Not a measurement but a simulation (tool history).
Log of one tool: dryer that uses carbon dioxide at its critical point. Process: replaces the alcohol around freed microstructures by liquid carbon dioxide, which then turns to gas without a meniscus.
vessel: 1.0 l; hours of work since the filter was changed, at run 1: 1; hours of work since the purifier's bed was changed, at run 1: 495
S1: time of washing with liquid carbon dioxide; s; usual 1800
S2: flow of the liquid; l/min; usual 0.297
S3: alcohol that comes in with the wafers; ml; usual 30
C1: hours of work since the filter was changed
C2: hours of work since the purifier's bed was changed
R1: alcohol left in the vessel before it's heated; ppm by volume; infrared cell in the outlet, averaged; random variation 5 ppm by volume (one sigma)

| run | hour | S1 | S2 | S3 | C1 | C2 | R1 |
|---|---|---|---|---|---|---|---|
| 1 | 0 | 1800 | 0.297 | 30 | 1 | 495 | 128 |
|  | 21.7 | purifier's bed changed |
| 2 | 42.1 | 1800 | 0.297 | 30 | 32 | 16 | 17 |
| 3 | 65.6 | 1800 | 0.297 | 30 | 50 | 35 | 20 |
| 4 | 90.7 | 1800 | 0.297 | 30 | 70 | 54 | 25 |
| 5 | 117.2 | 1800 | 0.297 | 30 | 91 | 75 | 34 |
| 6 | 139 | 1800 | 0.297 | 30 | 108 | 92 | 42 |
| 7 | 158.4 | 1800 | 0.297 | 30 | 123 | 108 | 39 |
| 8 | 187.3 | 1800 | 0.297 | 30 | 146 | 131 | 40 |
| 9 | 224.2 | 1800 | 0.297 | 30 | 175 | 160 | 57 |
| 10 | 244.7 | 1800 | 0.297 | 30 | 191 | 176 | 61 |
| 11 | 273.7 | 1380 | 0.297 | 30 | 214 | 199 | 106 |
| 12 | 307.4 | 1800 | 0.297 | 90 | 241 | 225 | 83 |
| 13 | 329 | 1800 | 0.297 | 90 | 258 | 242 | 89 |
| 14 | 347.4 | 1800 | 0.297 | 90 | 273 | 257 | 95 |
| 15 | 381.1 | 1800 | 0.297 | 30 | 299 | 284 | 90 |
| 16 | 419.2 | 1800 | 0.297 | 30 | 329 | 314 | 102 |

Run 17 comes next. What will it give?
| 17 | 456.3 | 1860 | 0.297 | 58 | 358 | 343 | ? |

Run 17 gave R1 103 ppm by volume.
Without the tool's hidden state the same run would have given R1 8 ppm by volume.

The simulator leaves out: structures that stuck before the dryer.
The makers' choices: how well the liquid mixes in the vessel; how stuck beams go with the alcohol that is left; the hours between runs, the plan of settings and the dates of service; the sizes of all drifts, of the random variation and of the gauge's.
